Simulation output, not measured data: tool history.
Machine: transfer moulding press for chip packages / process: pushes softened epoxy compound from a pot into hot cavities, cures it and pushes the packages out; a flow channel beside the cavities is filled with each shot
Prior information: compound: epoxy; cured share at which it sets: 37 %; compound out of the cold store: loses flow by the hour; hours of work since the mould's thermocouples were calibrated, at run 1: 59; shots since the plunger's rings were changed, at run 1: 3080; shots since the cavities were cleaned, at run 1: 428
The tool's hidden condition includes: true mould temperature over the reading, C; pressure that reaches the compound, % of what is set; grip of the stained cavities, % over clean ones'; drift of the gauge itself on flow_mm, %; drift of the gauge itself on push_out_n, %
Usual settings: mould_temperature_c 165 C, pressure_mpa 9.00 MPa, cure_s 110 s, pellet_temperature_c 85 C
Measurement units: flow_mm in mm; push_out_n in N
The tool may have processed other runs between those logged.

run,day,mould_temperature_c,pressure_mpa,cure_s,pellet_temperature_c,hours of work since the mould's thermocouples were calibrated,shots since the plunger's rings were changed,shots since the cavities were cleaned,incoming compound's hours out of the cold store,flow_mm,push_out_n
1,0.000,165,9.00,110,85,59,3080,428,33.8,686,498
# day 0.150: cavities cleaned with cleaning compound and waxed
2,0.417,165,9.00,110,85,64,3161,61,15.3,757,551
3,0.800,165,9.00,110,83,70,3249,149,41.5,657,532
4,0.996,165,9.00,110,83,73,3293,193,19.4,744,555
# day 1.133: plunger's sealing rings changed
# day 1.250: cavities cleaned with cleaning compound and waxed, once more
5,1.533,165,9.00,110,85,78,76,64,36.5,713,381
6,1.796,165,9.00,110,85,82,137,125,47.1,668,391
7,2.058,165,9.00,104,85,85,196,184,36.0,712,441
8,2.388,165,9.00,104,85,90,271,259,10.2,821,497
9,2.608,165,9.00,110,88,93,321,309,35.7,711,442
10,2.892,165,7.28,110,88,97,386,374,27.1,673,469
# day 3.288: cavities cleaned with cleaning compound and waxed
11,3.288,165,9.00,110,85,102,462,0,8.9,822,361
12,3.475,165,9.00,140,85,104,505,43,44.0,677,345
13,3.804,166,9.00,110,85,109,580,118,10.9,810,391
14,4.050,166,9.00,110,85,113,636,174,28.6,735,409
15,4.242,166,9.00,110,85,115,680,218,28.0,733,440
16,4.642,166,9.00,110,85,121,771,309,34.2,703,455
17,4.904,170,7.25,110,77,125,831,369,45.8,583,457
18,5.125,170,7.25,110,77,128,881,419,42.8,592,429

Run 19, settings as shown, results not yet in. Your forecast:
# day 5.325: cavities cleaned with cleaning compound and waxed
19,5.504,165,9.44,113,84,132,953,41,36.5,?,?

{"run 19": {"flow_mm": 716, "push_out_n": 363}}
If the tool had no hidden condition, the same run with the same run-to-run variation would have returned flow_mm 730 mm, push_out_n 331 N.
